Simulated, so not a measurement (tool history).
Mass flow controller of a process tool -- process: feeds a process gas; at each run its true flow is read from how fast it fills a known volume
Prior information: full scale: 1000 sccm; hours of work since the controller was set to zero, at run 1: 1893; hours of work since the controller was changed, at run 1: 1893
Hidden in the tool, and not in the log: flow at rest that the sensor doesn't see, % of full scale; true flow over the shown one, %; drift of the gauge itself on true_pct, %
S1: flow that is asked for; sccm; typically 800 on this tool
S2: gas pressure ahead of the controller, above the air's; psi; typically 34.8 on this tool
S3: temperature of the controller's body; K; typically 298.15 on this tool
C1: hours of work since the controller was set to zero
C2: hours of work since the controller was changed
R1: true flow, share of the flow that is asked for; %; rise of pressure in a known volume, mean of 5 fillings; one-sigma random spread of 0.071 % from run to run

run    hour   S1    S2      S3    C1    C2      R1
  1       0  800  34.8  298.15  1893  1893   99.48
  2   293.3  666  34.8  298.15  2012  2012   99.37
  3   445.7  666  34.8  298.15  2073  2073   99.21
  4   697.3  800  21.6  298.15  2176  2176  100.05
  5     841  800  21.6  298.15  2234  2234   99.87
  6  1028.5  800  21.6  298.15  2310  2310   99.93
  7  1237.9  800  21.6  298.15  2395  2395   99.96
  8  1370.2  800  38.7  298.15  2449  2449   98.76
  9    1598  800  34.8  298.15  2541  2541   99.15
 10  1789.4  800  34.8  298.15  2619  2619   98.96
 11  2040.3  800  34.8  298.15  2721  2721   98.97
 12  2298.6  800  34.8  298.15  2826  2826   99.01
 13  2481.6  800  34.8  298.15  2900  2900   98.91
 14  2653.1  800  34.8  298.15  2970  2970   98.84
 15  2841.5  786  20.9  297.15  3046  3046    99.5
 16  3049.9  451  20.9  301.15  3131  3131    98.8
 17  3345.8  451  20.9  301.15  3251  3251   98.79
 18  3599.1  451  20.9  301.15  3354  3354   98.74
 19    3899  510  34.1  294.15  3476  3476   98.37
     3960.9  -- gauge calibrated
 20    4191  422  20.6  298.15  3594  3594   99.82

Predict each of these 3 candidate next runs independently; none follows another, all start after run 20:
  A  4388.6  115  34.8  298.15  3675  3675   ?
  B  4388.6  172  29.2  305.15  3675  3675   ?
  C  4388.6  946  35.1  298.15  3675  3675   ?

run     R1
  A   98.6
  B  98.84
  C  99.54
The same runs, with their run-to-run variation unchanged, on a tool lacking any hidden condition would have given:
run     R1
  A  98.69
  B  98.93
  C  99.64

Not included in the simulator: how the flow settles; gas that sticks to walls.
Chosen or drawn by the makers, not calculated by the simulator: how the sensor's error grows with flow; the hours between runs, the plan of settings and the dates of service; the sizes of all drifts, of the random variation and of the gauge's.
